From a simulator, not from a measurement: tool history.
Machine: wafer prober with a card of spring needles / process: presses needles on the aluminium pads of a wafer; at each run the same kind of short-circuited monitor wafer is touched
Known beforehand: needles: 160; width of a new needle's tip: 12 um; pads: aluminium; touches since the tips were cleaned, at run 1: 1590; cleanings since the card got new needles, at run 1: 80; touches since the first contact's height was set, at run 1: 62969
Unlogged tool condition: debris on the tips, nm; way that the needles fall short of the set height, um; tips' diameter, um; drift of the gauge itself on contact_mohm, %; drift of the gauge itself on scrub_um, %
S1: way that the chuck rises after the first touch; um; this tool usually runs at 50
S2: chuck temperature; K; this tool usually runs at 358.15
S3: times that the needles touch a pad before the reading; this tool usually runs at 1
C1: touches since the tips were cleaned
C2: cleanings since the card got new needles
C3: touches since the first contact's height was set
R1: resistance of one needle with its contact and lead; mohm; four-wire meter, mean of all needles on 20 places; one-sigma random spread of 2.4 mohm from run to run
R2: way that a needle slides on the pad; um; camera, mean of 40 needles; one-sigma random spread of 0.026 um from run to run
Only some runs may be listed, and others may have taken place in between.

{"run": 1, "hour": 0.0, "S1": 50, "S2": 358.15, "S3": 1, "C1": 1590, "C2": 80, "C3": 62969, "R1": 275, "R2": 10.14}
{"hour": 5.9, "done": "tips cleaned on abrasive film"}
{"hour": 15.9, "done": "tips cleaned on abrasive film"}
{"hour": 26.3, "done": "tips cleaned on abrasive film"}
{"run": 2, "hour": 30.5, "S1": 31, "S2": 358.15, "S3": 1, "C1": 1513, "C2": 83, "C3": 73850, "R1": 281, "R2": 6.32}
{"hour": 38.0, "done": "tips cleaned on abrasive film"}
{"hour": 49.6, "done": "tips cleaned on abrasive film"}
{"run": 3, "hour": 55.7, "S1": 50, "S2": 358.15, "S3": 2, "C1": 2190, "C2": 85, "C3": 82837, "R1": 274, "R2": 10.14}
{"hour": 60.1, "done": "tips cleaned on abrasive film"}
{"hour": 70.6, "done": "tips cleaned on abrasive film"}
{"run": 4, "hour": 73.3, "S1": 50, "S2": 358.15, "S3": 1, "C1": 978, "C2": 87, "C3": 89083, "R1": 277, "R2": 10.16}
{"hour": 80.4, "done": "tips cleaned on abrasive film"}
{"hour": 91.6, "done": "tips cleaned on abrasive film"}
{"run": 5, "hour": 95.8, "S1": 50, "S2": 358.15, "S3": 1, "C1": 1505, "C2": 89, "C3": 97103, "R1": 274, "R2": 10.07}
{"hour": 101.6, "done": "tips cleaned on abrasive film"}
{"hour": 112.5, "done": "tips cleaned on abrasive film"}
{"run": 6, "hour": 119.3, "S1": 50, "S2": 358.15, "S3": 1, "C1": 2422, "C2": 91, "C3": 105494, "R1": 270, "R2": 10.14}
{"hour": 122.9, "done": "tips cleaned on abrasive film"}
{"hour": 134.6, "done": "tips cleaned on abrasive film"}
{"run": 7, "hour": 136.7, "S1": 50, "S2": 358.15, "S3": 1, "C1": 782, "C2": 93, "C3": 111700, "R1": 272, "R2": 10.09}
{"hour": 145.7, "done": "tips cleaned on abrasive film"}
{"run": 8, "hour": 151.7, "S1": 52, "S2": 381.15, "S3": 2, "C1": 2186, "C2": 94, "C3": 117064, "R1": 276, "R2": 10.46}
{"hour": 157.0, "done": "tips cleaned on abrasive film"}
{"hour": 167.0, "done": "tips cleaned on abrasive film"}
{"hour": 177.1, "done": "tips cleaned on abrasive film"}
{"run": 9, "hour": 180.0, "S1": 60, "S2": 358.15, "S3": 1, "C1": 1026, "C2": 97, "C3": 127110, "R1": 269, "R2": 12.17}
{"hour": 187.9, "done": "tips cleaned on abrasive film"}
{"hour": 197.5, "done": "height of the first contact set anew"}
{"hour": 199.8, "done": "tips cleaned on abrasive film"}
{"hour": 210.7, "done": "tips cleaned on abrasive film"}
{"run": 10, "hour": 211.2, "S1": 60, "S2": 358.15, "S3": 1, "C1": 168, "C2": 100, "C3": 4871, "R1": 268, "R2": 12.13}
{"hour": 221.9, "done": "tips cleaned on abrasive film"}
{"hour": 233.8, "done": "tips cleaned on abrasive film"}
{"run": 11, "hour": 235.5, "S1": 60, "S2": 358.15, "S3": 1, "C1": 626, "C2": 102, "C3": 13541, "R1": 273, "R2": 12.16}
{"hour": 245.0, "done": "tips cleaned on abrasive film"}
{"hour": 255.7, "done": "tips cleaned on abrasive film"}
{"run": 12, "hour": 257.0, "S1": 60, "S2": 385.15, "S3": 1, "C1": 470, "C2": 104, "C3": 21191, "R1": 278, "R2": 12.1}
{"hour": 267.8, "done": "tips cleaned on abrasive film"}
{"hour": 279.4, "done": "tips cleaned on abrasive film"}
{"run": 13, "hour": 286.8, "S1": 43, "S2": 320.15, "S3": 1, "C1": 2677, "C2": 106, "C3": 31869, "R1": 268, "R2": 8.65}

Predict each of these 4 candidate next runs independently; none follows another, all start after run 13:
{"hour": 289.9, "done": "tips cleaned on abrasive film"}
{"hour": 301.1, "done": "tips cleaned on abrasive film"}
{"run": "A", "hour": 309.7, "S1": 40, "S2": 316.15, "S3": 2, "C1": 3121, "C2": 108, "C3": 40039, "R1": "?", "R2": "?"}
{"hour": 289.9, "done": "tips cleaned on abrasive film"}
{"hour": 301.1, "done": "tips cleaned on abrasive film"}
{"run": "B", "hour": 309.7, "S1": 54, "S2": 386.15, "S3": 1, "C1": 3121, "C2": 108, "C3": 40039, "R1": "?", "R2": "?"}
{"hour": 289.9, "done": "tips cleaned on abrasive film"}
{"hour": 301.1, "done": "tips cleaned on abrasive film"}
{"run": "C", "hour": 309.7, "S1": 50, "S2": 317.15, "S3": 2, "C1": 3121, "C2": 108, "C3": 40039, "R1": "?", "R2": "?"}
{"hour": 289.9, "done": "tips cleaned on abrasive film"}
{"hour": 301.1, "done": "tips cleaned on abrasive film"}
{"run": "D", "hour": 309.7, "S1": 52, "S2": 339.15, "S3": 1, "C1": 3121, "C2": 108, "C3": 40039, "R1": "?", "R2": "?"}

run=A R1=259 R2=8.04
run=B R1=279 R2=10.83
run=C R1=262 R2=10.07
run=D R1=264 R2=10.41
Had the tool no hidden state, the same runs would have come out as:
run=A R1=259 R2=8.13
run=B R1=279 R2=10.95
run=C R1=262 R2=10.18
run=D R1=264 R2=10.53
